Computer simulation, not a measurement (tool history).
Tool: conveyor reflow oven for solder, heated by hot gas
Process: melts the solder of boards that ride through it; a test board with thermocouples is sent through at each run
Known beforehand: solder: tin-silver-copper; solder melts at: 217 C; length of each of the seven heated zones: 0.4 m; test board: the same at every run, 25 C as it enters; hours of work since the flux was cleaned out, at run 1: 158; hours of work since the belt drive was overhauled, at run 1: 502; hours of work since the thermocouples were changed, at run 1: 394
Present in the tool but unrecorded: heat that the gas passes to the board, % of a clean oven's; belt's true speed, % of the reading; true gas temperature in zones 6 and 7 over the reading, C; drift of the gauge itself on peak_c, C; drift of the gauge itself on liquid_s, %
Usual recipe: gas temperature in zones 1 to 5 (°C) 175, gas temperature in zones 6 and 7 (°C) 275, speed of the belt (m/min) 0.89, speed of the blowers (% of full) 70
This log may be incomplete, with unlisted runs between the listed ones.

run,hour,gas temperature in zones 1 to 5 (°C),gas temperature in zones 6 and 7 (°C),speed of the belt (m/min),speed of the blowers (% of full),hours of work since the flux was cleaned out,hours of work since the belt drive was overhauled,hours of work since the thermocouples were changed,highest temperature of the board (°C),time above the solder's melting point (s)
1,0,175,275,0.89,70,158,502,394,257.6,43.1
2,32.2,175,275,0.89,70,172,515,408,257.9,43.4
3,103.2,175,275,0.89,70,201,545,437,257.3,43.4
4,161.1,175,278,0.89,70,225,569,461,260.2,44.6
5,224.6,175,275,0.816,70,251,595,487,260.4,49.3
6,280.2,175,275,0.816,70,274,618,510,260.5,49.4
7,312.3,175,275,0.816,70,287,631,523,260.3,49.3
8,343.7,175,275,0.816,70,300,644,536,260.4,49.1
9,375.3,175,275,0.816,70,313,657,550,260.4,49.2
10,408.2,175,275,0.816,70,327,671,563,260.4,49.3
11,443.5,175,275,0.816,70,342,685,578,260.5,49.3
# hour 466.9: thermocouples of zones 6 and 7 changed
# hour 483.4: flux residue cleaned out of gas plates and filters
12,517.7,175,275,0.816,70,14,713,19,260.4,49.5
13,585.5,175,275,0.816,70,42,741,47,260.4,49.2
14,615.1,175,275,0.89,70,55,753,59,257.5,43.7
15,646.3,175,275,0.75,70,67,766,72,262.7,55.4
16,703.4,175,275,0.75,70,91,790,96,262.8,55.4
17,755,161,275,1.018,86,112,811,117,255.1,34.5
18,786,161,275,1.018,86,125,824,130,255.2,34.5
19,857.2,161,275,1.018,86,155,854,159,255.4,34.6
20,918.9,175,265,0.833,70,180,879,185,250.8,44
21,976.3,185,275,0.89,70,204,903,209,259.1,47.5
22,1036.5,176,266,0.987,54,229,928,234,239.7,28.2
23,1077.3,176,266,0.987,54,246,945,250,239.7,28.1
24,1133.5,176,266,0.991,55,269,968,274,240.2,28.5
25,1171,176,266,0.759,55,284,983,289,250,47.7
26,1232.3,176,266,0.759,55,310,1009,315,250.2,47.7
27,1283.1,176,278,1.005,77,331,1030,336,258.2,39.2
# hour 1346.4: flux residue cleaned out of gas plates and filters
28,1346.4,172,275,0.89,75,0,1054,360,259.5,44.5
29,1394,181,280,0.89,53,20,1074,379,257.4,45.2
30,1441.1,180,282,0.89,87,39,1093,399,270.2,50.3

For each entry between runs, how does the tool's hidden state at the last listed run before it compare with that at the first listed run after it?
Between runs 11 and 12: thermocouples of zones 6 and 7 changed (hour 466.9); flux residue cleaned out of gas plates and filters (hour 483.4)
  heat that the gas passes to the board, % of a clean oven's: 94 -> 99.6; belt's true speed, % of the reading: 98.12 -> 98.04; true gas temperature in zones 6 and 7 over the reading, C: 1.38 -> -0.3
  measured minus no-state result, highest temperature of the board (°C): +0.4 -> +0.2; time above the solder's melting point (s): +1 -> +1.2
Between runs 27 and 28: flux residue cleaned out of gas plates and filters (hour 1346.4)
  heat that the gas passes to the board, % of a clean oven's: 95.5 -> 99.6; belt's true speed, % of the reading: 97.21 -> 97.15; true gas temperature in zones 6 and 7 over the reading, C: 0.41 -> 0.47
  measured minus no-state result, highest temperature of the board (°C): +0.1 -> +1.3; time above the solder's melting point (s): +1.1 -> +1.9
